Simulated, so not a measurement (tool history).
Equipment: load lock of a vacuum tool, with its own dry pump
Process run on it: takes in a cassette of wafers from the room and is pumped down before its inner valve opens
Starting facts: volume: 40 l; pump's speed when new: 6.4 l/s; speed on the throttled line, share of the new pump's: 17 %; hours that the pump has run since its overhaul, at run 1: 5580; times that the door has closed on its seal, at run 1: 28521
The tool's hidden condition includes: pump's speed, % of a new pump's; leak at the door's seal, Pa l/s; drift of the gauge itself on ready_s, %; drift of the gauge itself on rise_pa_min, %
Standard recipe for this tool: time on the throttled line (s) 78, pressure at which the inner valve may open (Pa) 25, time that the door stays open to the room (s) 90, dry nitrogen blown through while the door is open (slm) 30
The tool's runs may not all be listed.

| run | hour | time on the throttled line (s) | pressure at which the inner valve may open (Pa) | time that the door stays open to the room (s) | dry nitrogen blown through while the door is open (slm) | hours that the pump has run since its overhaul | times that the door has closed on its seal | incoming humidity of the room's air, % | time from the closed door until the inner valve may open (s) | rise of the pressure with all valves shut (Pa/min) |
|---|---|---|---|---|---|---|---|---|---|---|
| 1 | 0.0 | 78 | 25 | 90 | 30 | 5580 | 28521 | 44.4 | 121.0 | 0.466 |
| 2 | 316.5 | 78 | 25 | 90 | 30 | 5896 | 29960 | 43.6 | 119.7 | 0.508 |
| 3 | 805.0 | 78 | 25 | 90 | 30 | 6385 | 32183 | 44.1 | 120.1 | 0.580 |
| 4 | 1281.7 | 78 | 25 | 90 | 30 | 6862 | 34351 | 43.9 | 119.4 | 0.625 |
| 5 | 1583.1 | 78 | 30 | 90 | 30 | 7163 | 35722 | 45.6 | 119.6 | 0.689 |
|  | 1687.5 | door's seal changed, seat wiped |
| 6 | 2094.1 | 78 | 30 | 90 | 30 | 7672 | 1849 | 47.3 | 119.9 | 0.067 |
| 7 | 2475.8 | 116 | 25 | 90 | 30 | 8054 | 3586 | 45.5 | 152.1 | 0.072 |
| 8 | 2963.0 | 78 | 25 | 90 | 30 | 8541 | 5802 | 46.2 | 121.3 | 0.095 |
| 9 | 3397.6 | 78 | 25 | 90 | 30 | 8976 | 7779 | 43.9 | 120.1 | 0.111 |
| 10 | 3651.4 | 78 | 25 | 90 | 30 | 9230 | 8934 | 46.6 | 121.0 | 0.126 |
| 11 | 4171.7 | 78 | 25 | 90 | 6 | 9750 | 11301 | 46.8 | 120.8 | 0.177 |
| 12 | 4620.0 | 57 | 25 | 90 | 30 | 10198 | 13340 | 45.2 | 105.7 | 0.172 |
| 13 | 4993.1 | 57 | 25 | 90 | 30 | 10571 | 15037 | 43.4 | 104.2 | 0.197 |
| 14 | 5510.3 | 78 | 25 | 90 | 30 | 11089 | 17390 | 45.4 | 123.1 | 0.232 |
| 15 | 5870.0 | 78 | 25 | 90 | 30 | 11448 | 19026 | 45.1 | 122.3 | 0.264 |
| 16 | 6254.8 | 78 | 25 | 90 | 30 | 11833 | 20776 | 50.0 | 122.2 | 0.311 |
| 17 | 6549.4 | 78 | 25 | 90 | 30 | 12128 | 22116 | 46.6 | 121.0 | 0.326 |
| 18 | 7068.5 | 78 | 25 | 90 | 30 | 12647 | 24478 | 47.2 | 123.7 | 0.389 |
| 19 | 7378.6 | 78 | 25 | 90 | 5 | 12957 | 25888 | 44.9 | 124.4 | 0.438 |
| 20 | 7815.2 | 78 | 25 | 94 | 37 | 13394 | 27874 | 47.7 | 122.5 | 0.466 |
| 21 | 8237.0 | 78 | 25 | 39 | 11 | 13815 | 29793 | 46.8 | 123.0 | 0.499 |
| 22 | 8602.0 | 78 | 25 | 39 | 11 | 14180 | 31453 | 46.8 | 122.9 | 0.527 |
| 23 | 9056.8 | 78 | 23 | 60 | 11 | 14635 | 33522 | 41.6 | 124.9 | 0.602 |
| 24 | 9541.2 | 52 | 25 | 90 | 11 | 15120 | 35726 | 46.0 | 103.8 | 0.691 |
|  | 9652.5 | door's seal changed, seat wiped |
| 25 | 9896.9 | 76 | 25 | 90 | 5 | 15474 | 1112 | 46.3 | 124.4 | 0.087 |
| 26 | 10289.1 | 76 | 25 | 90 | 5 | 15866 | 2896 | 42.8 | 123.9 | 0.091 |
| 27 | 10594.4 | 51 | 30 | 90 | 11 | 16171 | 4285 | 43.6 | 101.4 | 0.098 |
| 28 | 11081.9 | 70 | 30 | 68 | 11 | 16659 | 6502 | 47.5 | 116.4 | 0.118 |
| 29 | 11337.7 | 57 | 21 | 42 | 24 | 16915 | 7666 | 45.2 | 109.1 | 0.097 |
| 30 | 11807.4 | 78 | 49 | 90 | 14 | 17384 | 9803 | 47.3 | 120.9 | 0.159 |
| 31 | 12095.6 | 78 | 23 | 84 | 17 | 17672 | 11113 | 44.2 | 125.5 | 0.162 |
| 32 | 12393.2 | 78 | 25 | 28 | 30 | 17970 | 12467 | 44.4 | 125.8 | 0.148 |
| 33 | 12795.6 | 138 | 25 | 98 | 30 | 18372 | 14298 | 46.3 | 173.9 | 0.203 |
| 34 | 13088.0 | 78 | 25 | 90 | 18 | 18665 | 15628 | 43.1 | 125.6 | 0.212 |
| 35 | 13645.4 | 78 | 39 | 107 | 30 | 19222 | 18163 | 41.6 | 122.8 | 0.252 |

Expected results for the next run?
| 36 | 13890.1 | 45 | 20 | 109 | 30 | 19467 | 19277 | 45.1 | ? | ? |

{"run 36": {"time from the closed door until the inner valve may open (s)": 102.4, "rise of the pressure with all valves shut (Pa/min)": 0.284}}
On a tool with no hidden condition, and with the same random variation, this run would have come out at time from the closed door until the inner valve may open (s) 91.5, rise of the pressure with all valves shut (Pa/min) 0.064.

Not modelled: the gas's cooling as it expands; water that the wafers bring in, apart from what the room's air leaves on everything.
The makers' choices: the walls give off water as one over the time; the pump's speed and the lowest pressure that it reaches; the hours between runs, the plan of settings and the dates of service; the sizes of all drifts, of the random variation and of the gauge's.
